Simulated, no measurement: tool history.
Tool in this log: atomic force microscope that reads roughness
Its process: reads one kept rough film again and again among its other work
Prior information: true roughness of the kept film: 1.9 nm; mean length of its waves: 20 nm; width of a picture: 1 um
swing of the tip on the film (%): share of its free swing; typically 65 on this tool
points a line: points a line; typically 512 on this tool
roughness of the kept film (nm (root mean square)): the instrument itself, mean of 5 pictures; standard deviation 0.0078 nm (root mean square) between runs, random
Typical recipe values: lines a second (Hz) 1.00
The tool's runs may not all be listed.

run,hour,lines a second (Hz),swing of the tip on the film (%),points a line,roughness of the kept film (nm (root mean square))
1,0.0,1.00,65,512,1.663
2,31.6,1.00,65,512,1.688
# hour 58.8: new tip fitted
3,93.6,1.00,65,512,1.657
# hour 134.2: new tip fitted
4,143.6,1.00,65,512,1.662
5,182.4,1.06,65,512,1.668
# hour 206.0: new tip fitted
6,208.2,1.06,65,512,1.654
7,241.1,0.54,65,512,1.702
# hour 280.2: new tip fitted
8,283.8,1.00,65,512,1.671
9,334.4,1.78,65,512,1.617
# hour 353.9: new tip fitted
10,371.1,1.78,65,512,1.623
11,410.6,1.78,65,512,1.633
# hour 428.5: new tip fitted
12,467.8,1.00,55,658,1.691
# hour 502.5: new tip fitted
13,512.3,0.66,65,813,1.688
14,570.9,1.00,84,564,1.578
# hour 577.3: new tip fitted
15,625.1,1.00,76,425,1.602
# hour 651.0: new tip fitted
16,651.0,1.52,76,425,1.566
17,687.2,1.65,65,367,1.606
# hour 724.6: new tip fitted
18,724.6,0.51,89,512,1.609
19,781.5,2.51,60,824,1.639

4 options for the next run, each taken on its own from the tool as it stands now. Forecast them:
# hour 799.0: new tip fitted
A,834.2,2.51,84,824,?
# hour 799.0: new tip fitted
B,834.2,1.00,56,260,?
# hour 799.0: new tip fitted
C,834.2,3.81,58,317,?
# hour 799.0: new tip fitted
D,834.2,0.86,57,824,?

run,roughness of the kept film (nm (root mean square))
A,1.404
B,1.646
C,1.566
D,1.711
With no hidden state in the tool, these same runs would have given:
run,roughness of the kept film (nm (root mean square))
A,1.407
B,1.649
C,1.568
D,1.714
